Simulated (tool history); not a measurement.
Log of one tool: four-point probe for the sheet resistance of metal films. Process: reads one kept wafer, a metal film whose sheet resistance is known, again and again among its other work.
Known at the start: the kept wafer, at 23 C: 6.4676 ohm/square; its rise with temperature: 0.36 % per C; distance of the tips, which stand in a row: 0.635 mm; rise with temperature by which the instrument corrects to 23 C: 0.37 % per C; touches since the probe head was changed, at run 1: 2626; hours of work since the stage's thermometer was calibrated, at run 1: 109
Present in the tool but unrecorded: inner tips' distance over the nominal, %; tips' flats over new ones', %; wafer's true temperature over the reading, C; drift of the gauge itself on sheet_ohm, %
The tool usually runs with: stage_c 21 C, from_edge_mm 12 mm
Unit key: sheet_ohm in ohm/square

run	hour	stage_c	from_edge_mm	touches since the probe head was changed	hours of work since the stage's thermometer was calibrated	sheet_ohm
1	0.0	21	12	2626	109	6.481590
2	20.9	21	12	3459	120	6.477270
3	44.3	21	6	4395	131	6.505912
4	70.5	21	6	5442	144	6.507510
5	87.1	21	6	6107	152	6.508187
6	113.7	21	3	7168	165	6.621471
7	135.0	21	14	8020	175	6.473311
8	154.6	21	4	8803	185	6.554369
9	169.8	32	12	9412	192	6.473446
10	193.1	21	10	10342	204	6.481710
11	215.3	21	10	11230	215	6.482660
12	241.9	21	10	12291	228	6.482265
13	268.9	21	10	13372	241	6.483421
14	295.4	21	10	14431	254	6.483072
15	313.1	21	10	15135	262	6.483529
16	339.3	21	10	16184	275	6.480425
17	357.0	21	12	16892	284	6.478746
18	381.1	21	12	17855	296	6.477540
19	408.4	21	12	18947	309	6.478445
20	420.1	21	12	19412	315	6.474909
21	441.9	30	12	20284	326	6.474406
22	459.0	21	12	20967	334	6.478157
23	479.4	21	12	21781	344	6.476046
24	501.4	35	17	22662	355	6.468008
25	518.2	21	12	23333	363	6.478302
26	532.5	27	16	23904	370	6.469731
27	551.3	31	49	24654	379	6.465808
28	577.3	31	49	25695	392	6.463629
29	604.5	31	27	26782	405	6.466836
30	625.2	27	14	27609	415	6.472774
31	645.9	27	14	28434	425	6.472487
32	669.7	27	14	29386	437	6.475228
33	694.6	32	14	30383	449	6.470835
34	711.2	23	14	31044	457	6.475228
35	726.5	35	20	31658	465	6.467449
36	744.9	19	35	32393	474	6.470114
37	764.7	26	5	33184	483	6.523056
38	790.9	21	74	34232	496	6.467961
39	811.0	26	10	35033	506	6.481276
40	825.9	28	5	35628	513	6.523456
41	850.1	20	3	36593	525	6.621058
42	869.3	20	3	37364	535	6.622093
43	881.1	27	15	37835	540	6.474340
44	908.1	28	14	38912	554	6.472210
45	927.9	26	36	39703	563	6.466439

Predict each of these 4 candidate next runs independently; none follows another, all start after run 45:
A	943.4	26	55	40322	571	?
B	943.4	31	12	40322	571	?
C	943.4	24	12	40322	571	?
D	943.4	30	52	40322	571	?

run	sheet_ohm
A	6.468122
B	6.475373
C	6.476195
D	6.466241
The same runs, with their run-to-run variation unchanged, on a tool lacking any hidden condition would have given:
run	sheet_ohm
A	6.468126
B	6.475379
C	6.476198
D	6.466247
